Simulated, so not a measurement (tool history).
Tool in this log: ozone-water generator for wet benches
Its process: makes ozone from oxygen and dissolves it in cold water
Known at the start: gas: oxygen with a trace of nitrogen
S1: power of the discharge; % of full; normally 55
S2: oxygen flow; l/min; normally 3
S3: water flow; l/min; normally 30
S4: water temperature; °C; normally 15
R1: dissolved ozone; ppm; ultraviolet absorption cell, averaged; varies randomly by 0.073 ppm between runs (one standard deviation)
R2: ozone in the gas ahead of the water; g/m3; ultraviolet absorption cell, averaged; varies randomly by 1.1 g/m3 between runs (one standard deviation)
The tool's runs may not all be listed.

| run | hour | S1 | S2 | S3 | S4 | R1 | R2 |
|---|---|---|---|---|---|---|---|
| 1 | 0 | 55 | 3 | 30 | 15 | 7.98 | 185.2 |
| 2 | 97.8 | 55 | 3 | 37 | 15 | 6.25 | 185.7 |
| 3 | 305.1 | 55 | 3 | 37 | 15 | 6.47 | 184.4 |
| 4 | 420 | 55 | 3 | 30 | 7 | 8.34 | 186 |
| 5 | 583.9 | 55 | 3 | 30 | 7 | 8.34 | 183.6 |
| 6 | 776.3 | 55 | 3 | 30 | 7 | 8.36 | 185.3 |
| 7 | 893.3 | 55 | 3 | 30 | 7 | 8.37 | 183.7 |
| 8 | 1081.2 | 55 | 3 | 30 | 7 | 8.25 | 183.6 |
| 9 | 1181.1 | 55 | 3 | 30 | 7 | 8.06 | 184.6 |
| 10 | 1300.1 | 55 | 3 | 30 | 7 | 8.13 | 183.7 |
| 11 | 1455.2 | 55 | 3 | 30 | 15 | 7.78 | 185 |
| 12 | 1681.8 | 55 | 3 | 30 | 15 | 7.79 | 184.7 |
| 13 | 1888.9 | 55 | 3 | 30 | 15 | 7.61 | 184 |
| 14 | 2028.4 | 55 | 3 | 30 | 15 | 7.72 | 184.1 |
|  | 2160.7 | contactor cleaned |
| 15 | 2185.9 | 55 | 3 | 30 | 15 | 8.07 | 183.9 |
| 16 | 2375 | 55 | 3 | 30 | 15 | 7.96 | 181 |
| 17 | 2515.4 | 55 | 3 | 30 | 15 | 8.04 | 183.9 |
| 18 | 2676.9 | 63 | 3.1 | 30 | 17 | 8.53 | 197.4 |
| 19 | 2810.1 | 63 | 3.1 | 30 | 17 | 8.63 | 195.8 |
| 20 | 3006.2 | 88 | 3 | 35 | 15 | 9.14 | 251.4 |
| 21 | 3156.4 | 84 | 1.82 | 21 | 8 | 14.48 | 332.5 |
| 22 | 3392.9 | 84 | 1.82 | 21 | 8 | 14.35 | 329.7 |
| 23 | 3574 | 66 | 3 | 30 | 16 | 8.77 | 204.6 |
| 24 | 3807 | 66 | 3 | 30 | 16 | 8.76 | 204.2 |
| 25 | 4004.3 | 75 | 3 | 40 | 16 | 7.02 | 221.4 |
| 26 | 4217.6 | 77 | 3 | 40 | 13 | 7.28 | 226.7 |
| 27 | 4433.2 | 77 | 2.47 | 40 | 13 | 6.87 | 253.6 |
| 28 | 4575.3 | 55 | 2.72 | 30 | 15 | 7.57 | 189.5 |
| 29 | 4779.7 | 91 | 3 | 26 | 18 | 12.05 | 250.2 |
| 30 | 4969.7 | 91 | 3 | 26 | 18 | 12.04 | 250.9 |
| 31 | 5073.6 | 91 | 3 | 26 | 18 | 11.89 | 249.9 |

Each row is a separate what-if for the run after 31, all from the same tool condition, not one after another. Results?
| A | 5224.3 | 91 | 2.89 | 29 | 18 | ? | ? |
| B | 5224.3 | 55 | 3 | 27 | 12 | ? | ? |
| C | 5224.3 | 40 | 4.44 | 26 | 16 | ? | ? |
| D | 5224.3 | 55 | 3 | 30 | 20 | ? | ? |
| E | 5224.3 | 91 | 1.57 | 20 | 18 | ? | ? |

| run | R1 | R2 |
|---|---|---|
| A | 10.72 | 254.3 |
| B | 8.61 | 177.8 |
| C | 7.17 | 113.4 |
| D | 7.3 | 178.2 |
| E | 14.2 | 369.6 |
The same runs, with their run-to-run variation unchanged, on a tool lacking any hidden condition would have given:
| run | R1 | R2 |
|---|---|---|
| A | 13.04 | 297.5 |
| B | 10 | 198.4 |
| C | 8.09 | 122.8 |
| D | 8.49 | 198.8 |
| E | 17.24 | 432.6 |

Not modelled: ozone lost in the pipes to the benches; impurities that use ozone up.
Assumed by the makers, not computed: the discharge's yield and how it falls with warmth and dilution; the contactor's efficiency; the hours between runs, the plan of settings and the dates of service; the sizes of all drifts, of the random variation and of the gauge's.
